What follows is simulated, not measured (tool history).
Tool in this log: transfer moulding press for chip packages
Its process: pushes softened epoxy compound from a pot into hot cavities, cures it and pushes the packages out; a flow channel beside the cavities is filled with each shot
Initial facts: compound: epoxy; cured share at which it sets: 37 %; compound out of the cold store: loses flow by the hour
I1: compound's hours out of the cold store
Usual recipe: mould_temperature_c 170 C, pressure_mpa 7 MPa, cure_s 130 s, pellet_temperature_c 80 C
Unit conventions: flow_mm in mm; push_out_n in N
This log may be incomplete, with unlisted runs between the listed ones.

{"run": 1, "hour": 0.0, "mould_temperature_c": 170, "pressure_mpa": 7, "cure_s": 130, "pellet_temperature_c": 80, "I1": 15.2, "flow_mm": 585, "push_out_n": 250}
{"run": 2, "hour": 5.3, "mould_temperature_c": 170, "pressure_mpa": 7, "cure_s": 130, "pellet_temperature_c": 80, "I1": 27.8, "flow_mm": 563, "push_out_n": 273}
{"run": 3, "hour": 13.5, "mould_temperature_c": 170, "pressure_mpa": 7, "cure_s": 130, "pellet_temperature_c": 80, "I1": 47, "flow_mm": 534, "push_out_n": 318}
{"run": 4, "hour": 24.2, "mould_temperature_c": 170, "pressure_mpa": 7, "cure_s": 130, "pellet_temperature_c": 80, "I1": 42.8, "flow_mm": 540, "push_out_n": 337}
{"run": 5, "hour": 35.1, "mould_temperature_c": 170, "pressure_mpa": 7, "cure_s": 130, "pellet_temperature_c": 80, "I1": 29.2, "flow_mm": 568, "push_out_n": 363}
{"run": 6, "hour": 43.0, "mould_temperature_c": 170, "pressure_mpa": 7, "cure_s": 113, "pellet_temperature_c": 80, "I1": 39.6, "flow_mm": 548, "push_out_n": 410}
{"run": 7, "hour": 48.0, "mould_temperature_c": 170, "pressure_mpa": 7, "cure_s": 113, "pellet_temperature_c": 80, "I1": 39.2, "flow_mm": 546, "push_out_n": 414}
{"run": 8, "hour": 58.3, "mould_temperature_c": 170, "pressure_mpa": 7, "cure_s": 113, "pellet_temperature_c": 80, "I1": 24, "flow_mm": 564, "push_out_n": 433}
{"run": 9, "hour": 63.7, "mould_temperature_c": 170, "pressure_mpa": 7, "cure_s": 130, "pellet_temperature_c": 80, "I1": 20.9, "flow_mm": 573, "push_out_n": 383}
{"run": 10, "hour": 73.6, "mould_temperature_c": 170, "pressure_mpa": 6.94, "cure_s": 130, "pellet_temperature_c": 80, "I1": 11.3, "flow_mm": 578, "push_out_n": 402}
{"run": 11, "hour": 82.1, "mould_temperature_c": 170, "pressure_mpa": 6.94, "cure_s": 130, "pellet_temperature_c": 80, "I1": 14.2, "flow_mm": 578, "push_out_n": 419}
{"run": 12, "hour": 87.5, "mould_temperature_c": 170, "pressure_mpa": 7.07, "cure_s": 130, "pellet_temperature_c": 80, "I1": 9.4, "flow_mm": 587, "push_out_n": 420}
{"hour": 91.1, "done": "cavities cleaned with cleaning compound and waxed"}
{"run": 13, "hour": 97.5, "mould_temperature_c": 170, "pressure_mpa": 7.07, "cure_s": 130, "pellet_temperature_c": 80, "I1": 11, "flow_mm": 587, "push_out_n": 222}
{"run": 14, "hour": 109.0, "mould_temperature_c": 170, "pressure_mpa": 7, "cure_s": 130, "pellet_temperature_c": 76, "I1": 37.7, "flow_mm": 546, "push_out_n": 281}
{"run": 15, "hour": 114.9, "mould_temperature_c": 170, "pressure_mpa": 7, "cure_s": 130, "pellet_temperature_c": 76, "I1": 13.3, "flow_mm": 574, "push_out_n": 309}
{"run": 16, "hour": 120.1, "mould_temperature_c": 170, "pressure_mpa": 7, "cure_s": 130, "pellet_temperature_c": 76, "I1": 37.1, "flow_mm": 551, "push_out_n": 312}
{"run": 17, "hour": 126.7, "mould_temperature_c": 170, "pressure_mpa": 5.85, "cure_s": 134, "pellet_temperature_c": 83, "I1": 43, "flow_mm": 487, "push_out_n": 338}
{"run": 18, "hour": 135.1, "mould_temperature_c": 170, "pressure_mpa": 5.85, "cure_s": 134, "pellet_temperature_c": 83, "I1": 26.8, "flow_mm": 512, "push_out_n": 353}
{"run": 19, "hour": 145.6, "mould_temperature_c": 165, "pressure_mpa": 6.66, "cure_s": 130, "pellet_temperature_c": 74, "I1": 11.5, "flow_mm": 574, "push_out_n": 433}
{"run": 20, "hour": 157.5, "mould_temperature_c": 176, "pressure_mpa": 5.24, "cure_s": 130, "pellet_temperature_c": 72, "I1": 20.6, "flow_mm": 482, "push_out_n": 386}
{"hour": 162.8, "done": "plunger's sealing rings changed"}
{"run": 21, "hour": 168.1, "mould_temperature_c": 176, "pressure_mpa": 5.38, "cure_s": 135, "pellet_temperature_c": 71, "I1": 16.9, "flow_mm": 516, "push_out_n": 376}
{"run": 22, "hour": 177.0, "mould_temperature_c": 176, "pressure_mpa": 5.38, "cure_s": 135, "pellet_temperature_c": 71, "I1": 40.9, "flow_mm": 488, "push_out_n": 381}
{"run": 23, "hour": 182.9, "mould_temperature_c": 170, "pressure_mpa": 8.55, "cure_s": 129, "pellet_temperature_c": 80, "I1": 24.6, "flow_mm": 653, "push_out_n": 407}
{"run": 24, "hour": 189.5, "mould_temperature_c": 170, "pressure_mpa": 5.43, "cure_s": 126, "pellet_temperature_c": 80, "I1": 41.2, "flow_mm": 502, "push_out_n": 412}
{"hour": 195.0, "done": "cavities cleaned with cleaning compound and waxed"}
{"run": 25, "hour": 200.1, "mould_temperature_c": 174, "pressure_mpa": 7, "cure_s": 144, "pellet_temperature_c": 80, "I1": 22.7, "flow_mm": 584, "push_out_n": 219}
{"run": 26, "hour": 207.7, "mould_temperature_c": 176, "pressure_mpa": 8.74, "cure_s": 130, "pellet_temperature_c": 80, "I1": 48, "flow_mm": 611, "push_out_n": 254}
{"run": 27, "hour": 218.4, "mould_temperature_c": 165, "pressure_mpa": 6.75, "cure_s": 118, "pellet_temperature_c": 75, "I1": 21.4, "flow_mm": 594, "push_out_n": 408}
{"run": 28, "hour": 224.9, "mould_temperature_c": 163, "pressure_mpa": 8.74, "cure_s": 149, "pellet_temperature_c": 71, "I1": 11.1, "flow_mm": 697, "push_out_n": 353}

Consider 4 possible next runs. They are alternatives, not a sequence: every one starts from the tool as it was left by run 28. What does each give?
{"run": "A", "hour": 230.9, "mould_temperature_c": 170, "pressure_mpa": 5.51, "cure_s": 130, "pellet_temperature_c": 80, "I1": 30.9, "flow_mm": "?", "push_out_n": "?"}
{"run": "B", "hour": 230.9, "mould_temperature_c": 163, "pressure_mpa": 7, "cure_s": 130, "pellet_temperature_c": 75, "I1": 33.4, "flow_mm": "?", "push_out_n": "?"}
{"run": "C", "hour": 230.9, "mould_temperature_c": 163, "pressure_mpa": 6.32, "cure_s": 149, "pellet_temperature_c": 71, "I1": 42, "flow_mm": "?", "push_out_n": "?"}
{"run": "D", "hour": 230.9, "mould_temperature_c": 170, "pressure_mpa": 7.27, "cure_s": 130, "pellet_temperature_c": 80, "I1": 22.2, "flow_mm": "?", "push_out_n": "?"}

run=A flow_mm=516 push_out_n=348
run=B flow_mm=597 push_out_n=423
run=C flow_mm=555 push_out_n=354
run=D flow_mm=604 push_out_n=343
With no hidden state in the tool, these same runs would have given:
run=A flow_mm=521 push_out_n=206
run=B flow_mm=603 push_out_n=259
run=C flow_mm=560 push_out_n=210
run=D flow_mm=610 push_out_n=201
